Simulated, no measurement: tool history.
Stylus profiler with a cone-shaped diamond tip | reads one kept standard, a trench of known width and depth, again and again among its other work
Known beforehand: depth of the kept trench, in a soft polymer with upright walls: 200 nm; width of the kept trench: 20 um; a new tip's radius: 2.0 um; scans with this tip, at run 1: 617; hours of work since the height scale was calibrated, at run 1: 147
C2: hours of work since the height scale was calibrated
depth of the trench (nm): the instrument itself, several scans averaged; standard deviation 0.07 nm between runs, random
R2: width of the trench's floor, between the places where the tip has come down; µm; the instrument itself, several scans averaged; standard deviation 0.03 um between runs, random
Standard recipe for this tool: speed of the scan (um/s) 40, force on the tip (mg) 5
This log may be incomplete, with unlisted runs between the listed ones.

Run 1, hour 0: usual settings; scans with this tip 617; C2 147. Result: depth of the trench (nm) 203.72, R2 18.1 µm.
Run 2, hour 19.6: usual settings; scans with this tip 651; C2 155. Result: depth of the trench (nm) 203.78, R2 18.1 µm.
Run 3, hour 34.9: usual settings; scans with this tip 677; C2 162. Result: depth of the trench (nm) 203.83, R2 18.02 µm.
Run 4, hour 44.9: usual settings; scans with this tip 694; C2 166. Result: depth of the trench (nm) 203.82, R2 18.02 µm.
Run 5, hour 53.4: usual settings; scans with this tip 709; C2 169. Result: depth of the trench (nm) 203.83, R2 18.07 µm.
Run 6, hour 72.6: usual settings; scans with this tip 742; C2 177. Result: depth of the trench (nm) 203.84, R2 18.08 µm.
Run 7, hour 80.7: usual settings but force on the tip (mg) 2.9; scans with this tip 756; C2 181. Result: depth of the trench (nm) 202.67, R2 17.97 µm.
Run 8, hour 97.5: usual settings but force on the tip (mg) 2.9; scans with this tip 785; C2 188. Result: depth of the trench (nm) 202.59, R2 17.97 µm.
At hour 99.5: height scale calibrated on a step standard.
Run 9, hour 112: usual settings but force on the tip (mg) 2.9; scans with this tip 809; C2 5. Result: depth of the trench (nm) 202.73, R2 17.97 µm.
Run 10, hour 121.6: usual settings but force on the tip (mg) 2.9; scans with this tip 826; C2 9. Result: depth of the trench (nm) 202.78, R2 18.02 µm.
Run 11, hour 131.4: usual settings but speed of the scan (um/s) 57, force on the tip (mg) 10.54; scans with this tip 843; C2 13. Result: depth of the trench (nm) 206.35, R2 18.04 µm.
Run 12, hour 151.2: usual settings but speed of the scan (um/s) 13, force on the tip (mg) 3.13; scans with this tip 877; C2 21. Result: depth of the trench (nm) 202.99, R2 18.13 µm.
At hour 163: height scale calibrated on a step standard, once more.
Run 13, hour 170.3: usual settings but speed of the scan (um/s) 116, force on the tip (mg) 9.68; scans with this tip 909; C2 3. Result: depth of the trench (nm) 205.64, R2 17.89 µm.
Run 14, hour 182.2: usual settings but speed of the scan (um/s) 78, force on the tip (mg) 9.3; scans with this tip 930; C2 8. Result: depth of the trench (nm) 205.59, R2 18.01 µm.
Run 15, hour 198.5: usual settings but speed of the scan (um/s) 78, force on the tip (mg) 9.3; scans with this tip 958; C2 15. Result: depth of the trench (nm) 205.48, R2 17.95 µm.
Run 16, hour 212.7: usual settings but force on the tip (mg) 8.42; scans with this tip 982; C2 21. Result: depth of the trench (nm) 205.22, R2 18.07 µm.
Run 17, hour 226.1: usual settings but force on the tip (mg) 8.42; scans with this tip 1005; C2 26. Result: depth of the trench (nm) 205.24, R2 18.09 µm.
Run 18, hour 235.4: usual settings but force on the tip (mg) 4.87; scans with this tip 1021; C2 30. Result: depth of the trench (nm) 203.64, R2 18.1 µm.
Run 19, hour 246.6: usual settings but speed of the scan (um/s) 18; scans with this tip 1041; C2 34. Result: depth of the trench (nm) 203.59, R2 18.08 µm.

How the hidden state differs across the entries between the runs, from the last listed run before each to the first after it:
Between runs 8 and 9: height scale calibrated on a step standard (hour 99.5)
  radius of the tip, um: 2.11 -> 2.12; height scale over the true one, %: 0.067 -> 0.11
  what was measured, less what the result would be without the hidden state, depth of the trench (nm): +0.14 -> +0.23; R2: -0.06 -> -0.05 µm
Between runs 12 and 13: height scale calibrated on a step standard, once more (hour 163)
  radius of the tip, um: 2.12 -> 2.13; height scale over the true one, %: 0.112 -> -0.028
  what was measured, less what the result would be without the hidden state, depth of the trench (nm): +0.23 -> -0.06; R2: -0.06 -> -0.05 µm

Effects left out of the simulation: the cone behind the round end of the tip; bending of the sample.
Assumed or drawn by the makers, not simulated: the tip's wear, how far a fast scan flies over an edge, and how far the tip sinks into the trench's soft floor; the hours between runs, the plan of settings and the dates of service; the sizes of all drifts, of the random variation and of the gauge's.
